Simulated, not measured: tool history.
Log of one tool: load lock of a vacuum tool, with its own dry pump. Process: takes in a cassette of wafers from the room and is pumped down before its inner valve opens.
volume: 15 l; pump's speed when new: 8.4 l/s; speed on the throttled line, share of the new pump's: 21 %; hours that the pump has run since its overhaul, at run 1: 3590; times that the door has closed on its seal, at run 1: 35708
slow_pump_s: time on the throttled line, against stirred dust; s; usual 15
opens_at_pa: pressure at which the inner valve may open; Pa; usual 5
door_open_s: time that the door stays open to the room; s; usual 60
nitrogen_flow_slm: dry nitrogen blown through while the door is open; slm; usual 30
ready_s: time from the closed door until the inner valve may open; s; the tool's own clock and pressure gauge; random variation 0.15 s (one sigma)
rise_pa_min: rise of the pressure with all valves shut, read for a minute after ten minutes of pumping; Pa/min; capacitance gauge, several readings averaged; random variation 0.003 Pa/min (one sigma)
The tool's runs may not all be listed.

| run | day | slow_pump_s | opens_at_pa | door_open_s | nitrogen_flow_slm | hours that the pump has run since its overhaul | times that the door has closed on its seal | incoming humidity of the room's air, % | ready_s | rise_pa_min |
|---|---|---|---|---|---|---|---|---|---|---|
| 1 | 0.000 | 15 | 5 | 60 | 30 | 3590 | 35708 | 46.1 | 30.3 | 0.281 |
| 2 | 4.383 | 15 | 5 | 60 | 30 | 3695 | 36188 | 41.8 | 30.3 | 0.279 |
| 3 | 6.317 | 15 | 5 | 60 | 30 | 3741 | 36400 | 47.7 | 30.3 | 0.287 |
| 4 | 8.117 | 15 | 5 | 60 | 30 | 3784 | 36597 | 46.6 | 30.3 | 0.292 |
| 5 | 10.129 | 15 | 5 | 60 | 30 | 3833 | 36817 | 45.0 | 30.3 | 0.291 |
| 6 | 12.417 | 15 | 5 | 60 | 30 | 3888 | 37068 | 43.9 | 30.8 | 0.295 |
| 7 | 16.446 | 15 | 5 | 60 | 30 | 3984 | 37509 | 43.9 | 30.1 | 0.301 |
| 8 | 18.479 | 15 | 5 | 60 | 30 | 4033 | 37732 | 46.4 | 30.2 | 0.309 |
| 9 | 20.483 | 15 | 5 | 60 | 30 | 4081 | 37951 | 43.2 | 30.2 | 0.304 |
| 10 | 22.938 | 15 | 5 | 60 | 30 | 4140 | 38220 | 44.7 | 30.2 | 0.303 |

The next listed run, before its measurement:
| 11 | 24.733 | 15 | 5 | 60 | 30 | 4183 | 38417 | 44.3 | ? | ? |

ready_s: 30.2 s
rise_pa_min: 0.317 Pa/min
Without the tool's hidden state the same run would have given ready_s 29.8 s, rise_pa_min 0.052 Pa/min.
